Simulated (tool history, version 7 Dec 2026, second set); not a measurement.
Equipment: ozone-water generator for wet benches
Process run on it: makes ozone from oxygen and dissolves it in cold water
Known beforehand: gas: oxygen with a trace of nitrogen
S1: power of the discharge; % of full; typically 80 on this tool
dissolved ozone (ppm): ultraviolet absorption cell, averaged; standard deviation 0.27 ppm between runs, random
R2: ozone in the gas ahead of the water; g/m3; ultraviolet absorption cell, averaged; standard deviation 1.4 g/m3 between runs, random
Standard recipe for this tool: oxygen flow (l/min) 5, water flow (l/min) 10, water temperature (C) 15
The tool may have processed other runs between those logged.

Run 1, hour 0: usual settings. Result: dissolved ozone (ppm) 40.2, R2 248.9 g/m3.
Run 2, hour 21.6: usual settings but oxygen flow (l/min) 2.8. Result: dissolved ozone (ppm) 38.2, R2 317 g/m3.
Run 3, hour 56.8: usual settings but oxygen flow (l/min) 2.8. Result: dissolved ozone (ppm) 38.4, R2 311.9 g/m3.
Run 4, hour 88.3: usual settings but oxygen flow (l/min) 2.8. Result: dissolved ozone (ppm) 37.8, R2 315.1 g/m3.
Run 5, hour 108.7: usual settings but oxygen flow (l/min) 2.8. Result: dissolved ozone (ppm) 37.9, R2 309.8 g/m3.
Run 6, hour 139.6: usual settings but S1 53 % of full, oxygen flow (l/min) 2.8. Result: dissolved ozone (ppm) 26.3, R2 215.8 g/m3.
Run 7, hour 160.1: usual settings. Result: dissolved ozone (ppm) 40.2, R2 247.3 g/m3.
Run 8, hour 194.4: usual settings but water temperature (C) 9. Result: dissolved ozone (ppm) 44.9, R2 247.7 g/m3.
Run 9, hour 213.5: usual settings but water temperature (C) 9. Result: dissolved ozone (ppm) 44.4, R2 249.1 g/m3.
Run 10, hour 250.8: usual settings but water temperature (C) 9. Result: dissolved ozone (ppm) 44.9, R2 247.8 g/m3.
Run 11, hour 272.1: usual settings but water temperature (C) 9. Result: dissolved ozone (ppm) 44.4, R2 248.4 g/m3.
Run 12, hour 304.2: usual settings but water temperature (C) 9. Result: dissolved ozone (ppm) 44.8, R2 244.7 g/m3.
Run 13, hour 337.9: usual settings but oxygen flow (l/min) 3.15. Result: dissolved ozone (ppm) 38.3, R2 297.9 g/m3.
Run 14, hour 361.6: usual settings. Result: dissolved ozone (ppm) 39.8, R2 245.6 g/m3.
Run 15, hour 389: usual settings. Result: dissolved ozone (ppm) 40, R2 245.7 g/m3.
Run 16, hour 429.8: usual settings. Result: dissolved ozone (ppm) 39.8, R2 246.5 g/m3.
Run 17, hour 472.2: usual settings but S1 53 % of full, water flow (l/min) 9. Result: dissolved ozone (ppm) 29.1, R2 169.6 g/m3.
Run 18, hour 501.8: usual settings but S1 84 % of full, oxygen flow (l/min) 2.86, water flow (l/min) 7. Result: dissolved ozone (ppm) 51.1, R2 322.6 g/m3.
Run 19, hour 529.7: usual settings but oxygen flow (l/min) 7.4, water flow (l/min) 16, water temperature (C) 8. Result: dissolved ozone (ppm) 33.4, R2 211.1 g/m3.
Run 20, hour 561.6: usual settings but S1 82 % of full, oxygen flow (l/min) 6.56, water flow (l/min) 15, water temperature (C) 11. Result: dissolved ozone (ppm) 34.1, R2 225.5 g/m3.
Run 21, hour 580.6: usual settings but S1 82 % of full, oxygen flow (l/min) 6.56, water flow (l/min) 15, water temperature (C) 11. Result: dissolved ozone (ppm) 33.8, R2 222.5 g/m3.
Run 22, hour 611.6: usual settings but S1 82 % of full, oxygen flow (l/min) 6.56, water flow (l/min) 14, water temperature (C) 20. Result: dissolved ozone (ppm) 30.2, R2 224.6 g/m3.
Run 23, hour 651.6: usual settings but S1 94 % of full, oxygen flow (l/min) 3.3, water flow (l/min) 6, water temperature (C) 12. Result: dissolved ozone (ppm) 64.5, R2 337.1 g/m3.
Run 24, hour 674: usual settings but S1 78 % of full, oxygen flow (l/min) 8.55, water flow (l/min) 15, water temperature (C) 7. Result: dissolved ozone (ppm) 35.8, R2 191.5 g/m3.
Run 25, hour 706.9: usual settings but S1 78 % of full, oxygen flow (l/min) 8.55, water flow (l/min) 15, water temperature (C) 7. Result: dissolved ozone (ppm) 34.9, R2 192.8 g/m3.
Run 26, hour 726.6: usual settings but S1 78 % of full, oxygen flow (l/min) 6.83, water flow (l/min) 11, water temperature (C) 8. Result: dissolved ozone (ppm) 41.6, R2 210.2 g/m3.
Run 27, hour 746: usual settings but S1 68 % of full. Result: dissolved ozone (ppm) 34.2, R2 210.2 g/m3.
Run 28, hour 777.5: usual settings but S1 83 % of full, oxygen flow (l/min) 4.51, water flow (l/min) 8. Result: dissolved ozone (ppm) 46.4, R2 264 g/m3.
Run 29, hour 801.4: usual settings but S1 55 % of full, oxygen flow (l/min) 4.51, water flow (l/min) 6, water temperature (C) 9. Result: dissolved ozone (ppm) 41.6, R2 181.4 g/m3.
Run 30, hour 843.1: usual settings but S1 58 % of full, oxygen flow (l/min) 4.51, water flow (l/min) 15, water temperature (C) 11. Result: dissolved ozone (ppm) 23.4, R2 190.5 g/m3.
Run 31, hour 879.5: usual settings but S1 91 % of full, oxygen flow (l/min) 8.23, water flow (l/min) 14. Result: dissolved ozone (ppm) 35.8, R2 222.9 g/m3.
Run 32, hour 917.9: usual settings but S1 58 % of full, oxygen flow (l/min) 8.23. Result: dissolved ozone (ppm) 28.6, R2 148.1 g/m3.

3 ways to go on from here, each from the tool as it stands after run 32. What would each give?
Run A, hour 953: usual settings but oxygen flow (l/min) 2.72, water flow (l/min) 11. Result: dissolved ozone (ppm) ?, R2 ?.
Run B, hour 953: usual settings but oxygen flow (l/min) 5.17. Result: dissolved ozone (ppm) ?, R2 ?.
Run C, hour 953: usual settings but S1 46 % of full, oxygen flow (l/min) 8.23. Result: dissolved ozone (ppm) ?, R2 ?.

run  dissolved ozone (ppm)     R2
  A                   34.4    306
  B                   39.4  239.7
  C                   23.3  121.5
The same runs, with their run-to-run variation unchanged, on a tool lacking any hidden condition would have given:
run  dissolved ozone (ppm)     R2
  A                     37  325.5
  B                   42.4    255
  C                   24.4  125.7
